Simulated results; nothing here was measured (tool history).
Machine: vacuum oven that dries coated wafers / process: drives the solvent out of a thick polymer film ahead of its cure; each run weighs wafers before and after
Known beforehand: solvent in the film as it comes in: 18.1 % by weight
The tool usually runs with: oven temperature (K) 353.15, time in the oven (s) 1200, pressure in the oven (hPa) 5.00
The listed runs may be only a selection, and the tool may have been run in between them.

| run | hour | oven temperature (K) | time in the oven (s) | pressure in the oven (hPa) | solvent left in the film (%) |
|---|---|---|---|---|---|
| 1 | 0.0 | 353.15 | 1200 | 5.00 | 4.54 |
| 2 | 7.4 | 353.15 | 1200 | 5.00 | 4.53 |
| 3 | 20.1 | 353.15 | 1200 | 5.00 | 4.52 |
| 4 | 28.7 | 353.15 | 1200 | 5.00 | 4.55 |
| 5 | 42.2 | 367.15 | 1200 | 5.00 | 1.96 |
| 6 | 50.4 | 353.15 | 1200 | 5.00 | 4.54 |
| 7 | 61.2 | 353.15 | 1200 | 5.00 | 4.53 |
| 8 | 74.6 | 353.15 | 1200 | 5.00 | 4.54 |
| 9 | 83.9 | 348.15 | 1200 | 5.00 | 5.67 |
| 10 | 101.0 | 348.15 | 1200 | 5.00 | 5.65 |
| 11 | 118.7 | 348.15 | 1200 | 5.00 | 5.64 |
| 12 | 128.4 | 348.15 | 1200 | 5.00 | 5.72 |
| 13 | 145.4 | 348.15 | 1200 | 5.00 | 5.72 |
| 14 | 155.4 | 353.15 | 1080 | 5.00 | 5.07 |
| 15 | 164.3 | 353.15 | 1080 | 5.00 | 5.06 |
| 16 | 173.4 | 354.15 | 1200 | 5.00 | 4.32 |
| 17 | 187.4 | 353.15 | 1200 | 5.00 | 4.53 |
| 18 | 204.1 | 353.15 | 1200 | 5.00 | 4.58 |
| 19 | 221.5 | 357.15 | 1200 | 5.00 | 3.75 |
| 20 | 231.0 | 357.15 | 1200 | 5.00 | 3.75 |
| 21 | 239.2 | 357.15 | 1200 | 5.00 | 3.75 |
| 22 | 254.4 | 357.15 | 1200 | 5.00 | 3.76 |
| 23 | 266.4 | 357.15 | 1200 | 5.00 | 3.54 |
| 24 | 284.1 | 357.15 | 1200 | 5.00 | 3.54 |
| 25 | 297.3 | 361.15 | 1260 | 5.76 | 2.61 |
| 26 | 312.5 | 361.15 | 1260 | 5.76 | 2.62 |
| 27 | 327.9 | 361.15 | 1260 | 5.76 | 2.61 |
| 28 | 338.6 | 366.15 | 1020 | 18.44 | 3.29 |
| 29 | 356.6 | 366.15 | 1020 | 18.44 | 3.27 |
| 30 | 366.2 | 365.15 | 960 | 14.44 | 3.54 |
| 31 | 374.0 | 353.15 | 1800 | 5.00 | 2.54 |
| 32 | 389.6 | 347.15 | 960 | 8.68 | 7.25 |
| 33 | 401.2 | 347.15 | 960 | 8.68 | 7.25 |
| 34 | 419.0 | 353.15 | 1200 | 2.62 | 4.25 |
| 35 | 429.5 | 340.15 | 900 | 5.63 | 8.87 |
| 36 | 440.1 | 340.15 | 900 | 5.63 | 8.90 |
| 37 | 453.3 | 346.15 | 600 | 3.44 | 9.31 |
| 38 | 468.7 | 367.15 | 600 | 3.44 | 4.97 |
| 39 | 483.1 | 365.15 | 2040 | 16.21 | 1.40 |
| 40 | 495.4 | 365.15 | 2040 | 16.21 | 1.41 |
| 41 | 510.4 | 345.15 | 1260 | 3.68 | 5.89 |
| 42 | 519.4 | 367.15 | 1200 | 10.08 | 2.11 |
| 43 | 531.3 | 344.15 | 1320 | 3.33 | 5.87 |
| 44 | 549.1 | 340.15 | 1200 | 5.92 | 7.57 |
| 45 | 567.1 | 340.15 | 1200 | 5.92 | 7.54 |
| 46 | 581.5 | 340.15 | 1200 | 5.92 | 7.58 |
| 47 | 590.3 | 350.15 | 1200 | 11.80 | 5.61 |
| 48 | 606.5 | 350.15 | 1200 | 11.80 | 5.61 |

Missing from the log above: 2 entries noted between runs. For each, name the pair of listed runs it sits between and say how the tool's hidden condition differs from the listed run just before to the listed run just after:
Between runs 17 and 18: vacuum gauge cleaned of residue and calibrated (hour 190.4)
  true pressure over the reading, kPa: 0.167 -> 0.249
  measured value less the no-hidden-state value, solvent left in the film (%): +0.04 -> +0.11
Between runs 22 and 23: vacuum gauge cleaned of residue and calibrated, once more (hour 262.6)
  true wafer temperature over the reading, C: 0.38 -> 0.39; true pressure over the reading, kPa: 0.26 -> -0.015
  measured value less the no-hidden-state value, solvent left in the film (%): +0.10 -> -0.09
